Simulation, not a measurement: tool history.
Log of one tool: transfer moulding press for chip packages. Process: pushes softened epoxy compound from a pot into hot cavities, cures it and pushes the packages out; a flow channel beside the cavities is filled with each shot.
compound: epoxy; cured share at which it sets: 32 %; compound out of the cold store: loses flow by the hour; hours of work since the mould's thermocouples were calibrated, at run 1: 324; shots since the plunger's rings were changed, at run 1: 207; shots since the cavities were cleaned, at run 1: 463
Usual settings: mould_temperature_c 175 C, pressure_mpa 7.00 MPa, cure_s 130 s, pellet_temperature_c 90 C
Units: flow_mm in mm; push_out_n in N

| run | hour | mould_temperature_c | pressure_mpa | cure_s | pellet_temperature_c | hours of work since the mould's thermocouples were calibrated | shots since the plunger's rings were changed | shots since the cavities were cleaned | incoming compound's hours out of the cold store | flow_mm | push_out_n |
|---|---|---|---|---|---|---|---|---|---|---|---|
| 1 | 0.0 | 175 | 7.00 | 130 | 90 | 324 | 207 | 463 | 33.5 | 488.3 | 642 |
| 2 | 14.8 | 175 | 7.00 | 130 | 90 | 330 | 311 | 567 | 23.4 | 506.3 | 676 |
| 3 | 30.7 | 175 | 7.00 | 130 | 90 | 337 | 423 | 679 | 33.6 | 486.8 | 688 |
| 4 | 52.0 | 175 | 7.23 | 130 | 90 | 347 | 573 | 829 | 28.0 | 504.7 | 707 |
| 5 | 69.6 | 175 | 7.23 | 130 | 90 | 355 | 697 | 953 | 38.8 | 485.2 | 684 |
| 6 | 92.4 | 175 | 7.00 | 130 | 90 | 365 | 857 | 1113 | 27.6 | 496.0 | 743 |
|  | 96.0 | cavities cleaned with cleaning compound and waxed |
| 7 | 114.3 | 175 | 7.00 | 130 | 93 | 374 | 1001 | 129 | 40.0 | 473.6 | 797 |
| 8 | 127.9 | 175 | 7.00 | 130 | 93 | 381 | 1097 | 225 | 13.6 | 522.4 | 799 |
| 9 | 144.3 | 175 | 7.00 | 130 | 90 | 388 | 1212 | 340 | 45.6 | 462.2 | 803 |
| 10 | 160.7 | 180 | 7.00 | 130 | 90 | 395 | 1327 | 455 | 34.9 | 467.0 | 747 |
| 11 | 181.7 | 180 | 7.00 | 130 | 90 | 405 | 1475 | 603 | 13.2 | 507.1 | 765 |
|  | 193.1 | cavities cleaned with cleaning compound and waxed, once more |
| 12 | 199.7 | 175 | 7.00 | 130 | 90 | 412 | 1591 | 46 | 15.3 | 516.2 | 471 |
| 13 | 214.7 | 175 | 7.00 | 130 | 90 | 419 | 1697 | 152 | 21.3 | 503.7 | 510 |
| 14 | 231.5 | 175 | 7.00 | 130 | 90 | 427 | 1816 | 271 | 33.5 | 482.0 | 554 |
| 15 | 241.1 | 175 | 7.00 | 130 | 90 | 431 | 1883 | 338 | 13.2 | 520.4 | 601 |
|  | 256.7 | mould's thermocouples calibrated |
| 16 | 257.4 | 175 | 7.18 | 128 | 90 | 0 | 1984 | 439 | 43.3 | 470.5 | 610 |
| 17 | 268.7 | 176 | 7.00 | 120 | 90 | 5 | 2063 | 518 | 25.6 | 493.1 | 685 |
| 18 | 278.7 | 176 | 7.00 | 120 | 90 | 10 | 2133 | 588 | 15.2 | 512.2 | 672 |
| 19 | 297.9 | 176 | 7.00 | 120 | 90 | 19 | 2268 | 723 | 30.2 | 484.0 | 719 |
| 20 | 308.6 | 176 | 7.00 | 120 | 97 | 23 | 2344 | 799 | 13.5 | 515.4 | 719 |
| 21 | 323.7 | 168 | 7.00 | 130 | 90 | 30 | 2450 | 905 | 24.7 | 520.8 | 977 |
| 22 | 335.5 | 175 | 7.00 | 120 | 90 | 36 | 2533 | 988 | 28.9 | 487.7 | 758 |
| 23 | 345.9 | 175 | 7.00 | 120 | 90 | 40 | 2606 | 1061 | 33.3 | 479.9 | 767 |
|  | 355.7 | cavities cleaned with cleaning compound and waxed |
| 24 | 369.4 | 175 | 7.00 | 130 | 95 | 50 | 2761 | 96 | 30.2 | 483.8 | 504 |
|  | 381.0 | plunger's sealing rings changed |
| 25 | 390.6 | 168 | 8.15 | 130 | 90 | 59 | 68 | 228 | 47.1 | 527.9 | 746 |
| 26 | 413.7 | 175 | 7.00 | 139 | 90 | 69 | 231 | 391 | 37.8 | 482.1 | 597 |
| 27 | 425.0 | 181 | 8.03 | 127 | 90 | 74 | 310 | 470 | 24.2 | 524.9 | 585 |
| 28 | 439.9 | 181 | 8.03 | 127 | 90 | 81 | 414 | 574 | 9.3 | 556.9 | 607 |
| 29 | 451.3 | 181 | 8.03 | 127 | 90 | 86 | 495 | 655 | 34.8 | 504.7 | 612 |
| 30 | 468.5 | 181 | 8.03 | 127 | 90 | 94 | 616 | 776 | 14.2 | 545.5 | 647 |

Forecast each of these 3 alternatives for the next run:
| A | 482.9 | 175 | 7.00 | 111 | 90 | 100 | 717 | 877 | 42.6 | ? | ? |
| B | 482.9 | 181 | 7.79 | 127 | 90 | 100 | 717 | 877 | 20.8 | ? | ? |
| C | 482.9 | 175 | 6.43 | 130 | 93 | 100 | 717 | 877 | 32.7 | ? | ? |

| run | flow_mm | push_out_n |
|---|---|---|
| A | 472.1 | 800 |
| B | 522.9 | 634 |
| C | 470.8 | 711 |
Without the tool's hidden state the same runs would have given:
| run | flow_mm | push_out_n |
|---|---|---|
| A | 476.1 | 514 |
| B | 527.2 | 401 |
| C | 474.8 | 453 |
